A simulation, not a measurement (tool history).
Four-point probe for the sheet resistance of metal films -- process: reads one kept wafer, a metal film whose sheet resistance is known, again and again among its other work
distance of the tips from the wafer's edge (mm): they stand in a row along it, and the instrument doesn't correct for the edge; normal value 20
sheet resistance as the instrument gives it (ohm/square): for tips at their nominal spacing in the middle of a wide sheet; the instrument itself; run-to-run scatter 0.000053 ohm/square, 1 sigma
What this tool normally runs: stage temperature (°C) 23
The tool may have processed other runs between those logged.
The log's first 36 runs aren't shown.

run    hour  stage temperature (°C)  distance of the tips from the wafer's edge (mm)  touches since the probe head was changed  hours of work since the stage's thermometer was calibrated  sheet resistance as the instrument gives it (ohm/square)
 37  1060.3                      20                                                8                                     44866                                                         134                                                  0.267572
 38  1078.7                      20                                                8                                     45164                                                         144                                                   0.26757
 39  1106.1                      20                                                8                                     45607                                                         158                                                   0.26763
 40  1125.2                      20                                                8                                     45915                                                         168                                                  0.267557
 41  1157.1                      20                                                8                                     46430                                                         185                                                   0.26775
 42  1178.2                      20                                                8                                     46771                                                         196                                                  0.267669
 43  1194.3                      20                                               20                                     47032                                                         204                                                   0.26682
 44  1216.9                      35                                               50                                     47396                                                         216                                                   0.26701
 45    1246                      34                                               11                                     47866                                                         232                                                   0.26752

Consider 4 possible next runs. They are alternatives, not a sequence: every one starts from the tool as it was left by run 45. What does each give?
  A  1279.6                      33                                               20                                     48409                                                         249                                                         ?
  B  1279.6                      23                                               39                                     48409                                                         249                                                         ?
  C  1279.6                      20                                               14                                     48409                                                         249                                                         ?
  D  1279.6                      22                                               17                                     48409                                                         249                                                         ?

run  sheet resistance as the instrument gives it (ohm/square)
  A                                                  0.267199
  B                                                  0.266908
  C                                                  0.267119
  D                                                  0.267052
Without the tool's unlogged condition, the same runs would have read:
run  sheet resistance as the instrument gives it (ohm/square)
  A                                                   0.26409
  B                                                  0.263801
  C                                                  0.264008
  D                                                  0.263942

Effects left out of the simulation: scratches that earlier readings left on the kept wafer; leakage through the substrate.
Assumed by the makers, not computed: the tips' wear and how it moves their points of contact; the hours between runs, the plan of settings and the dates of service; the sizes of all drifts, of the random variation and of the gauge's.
